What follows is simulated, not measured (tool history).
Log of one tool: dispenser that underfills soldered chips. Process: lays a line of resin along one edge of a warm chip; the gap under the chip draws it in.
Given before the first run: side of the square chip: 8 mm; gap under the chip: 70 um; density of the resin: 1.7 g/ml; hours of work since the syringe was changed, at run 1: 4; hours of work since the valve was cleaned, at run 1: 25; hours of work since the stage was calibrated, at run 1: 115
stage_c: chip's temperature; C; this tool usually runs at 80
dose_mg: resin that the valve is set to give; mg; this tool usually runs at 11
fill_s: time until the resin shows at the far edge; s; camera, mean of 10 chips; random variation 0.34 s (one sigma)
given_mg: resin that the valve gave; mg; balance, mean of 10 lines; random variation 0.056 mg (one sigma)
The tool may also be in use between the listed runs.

run,hour,stage_c,dose_mg,hours of work since the syringe was changed,hours of work since the valve was cleaned,hours of work since the stage was calibrated,fill_s,given_mg
1,0,80,11,4,25,115,21.7,10.92
2,3.3,80,11,6,27,117,25.9,10.95
# hour 3.8: new syringe of resin
3,6.9,80,11,2,29,119,19.4,10.84
4,8.7,80,11,3,31,121,21,10.81
5,11.5,80,11,5,33,123,24.7,10.78
# hour 13: new syringe of resin
6,14.6,80,11,1,35,125,17.6,10.85
7,18.8,80,11,4,37,128,21.8,10.83
# hour 22.1: new syringe of resin
8,23.3,80,11,1,40,130,16.7,10.79
9,27.5,80,11,4,43,133,21.9,10.64
10,30.7,89,11,6,45,136,19.4,10.73
# hour 31.4: new syringe of resin
11,33.7,80,12.3,2,47,137,17.7,11.97
12,35.9,80,11,3,49,139,20.3,10.77
13,38.1,80,11,5,50,140,23.4,10.73
# hour 40.4: new syringe of resin
14,41.5,80,14.1,1,52,143,15.5,13.66
15,43.9,80,14.1,2,54,144,18.9,13.71
16,46.3,80,11,4,56,146,22.3,10.71
# hour 49.6: new syringe of resin
17,50.2,80,11,0,58,148,16.3,10.56
18,52.3,80,11,2,60,150,18.6,10.64
19,54.4,80,12.6,3,61,151,20.1,12.3
20,58.2,80,10.7,6,64,154,26.6,10.31
# hour 58.9: new syringe of resin
21,61.7,65,13.9,2,66,156,30.5,13.46
# hour 64: dispensing valve cleaned and set on the balance
22,65.2,71,11.2,4,1,158,28.5,11.22
23,68.4,71,11.2,6,3,160,35.1,11.07
# hour 69.1: new syringe of resin
24,71.2,91,11.5,1,5,162,12,11.39
25,75.5,91,11.5,4,8,165,15.8,11.54
# hour 78.2: new syringe of resin
26,78.9,91,11.5,0,10,167,11.9,11.35
27,81.7,91,11.5,2,12,169,13.6,11.34
28,85.2,88,11.1,5,14,171,19.1,11.06
# hour 87.2: new syringe of resin
29,87.3,88,11.1,0,16,173,12.4,11.2
30,91.4,80,11.9,3,18,175,20.7,11.75
31,94.4,80,13.3,5,20,178,24.5,13.07
# hour 96.5: new syringe of resin
32,97.7,80,13.3,1,23,180,16.5,13
33,99.9,91,11.8,2,24,181,13.9,11.53
34,103.1,91,11.8,5,26,183,15.7,11.6
# hour 105.7: new syringe of resin
35,105.9,72,11.5,0,28,185,21.2,11.24

Consider 5 possible next runs. They are alternatives, not a sequence: every one starts from the tool as it was left by run 35. What does each give?
A,109.3,72,12.2,2,30,187,?,?
B,109.3,66,11.5,2,30,187,?,?
C,109.3,80,10.8,2,30,187,?,?
D,109.3,73,9.9,2,30,187,?,?
E,109.3,79,10.1,2,30,187,?,?

run,fill_s,given_mg
A,25.8,11.91
B,31.1,11.19
C,19.6,10.54
D,25.3,9.71
E,20.8,9.91
Had the tool no hidden state, the same runs would have come out as:
run,fill_s,given_mg
A,19.9,12.14
B,23.9,11.41
C,15.2,10.75
D,19.5,9.9
E,16.1,10.1
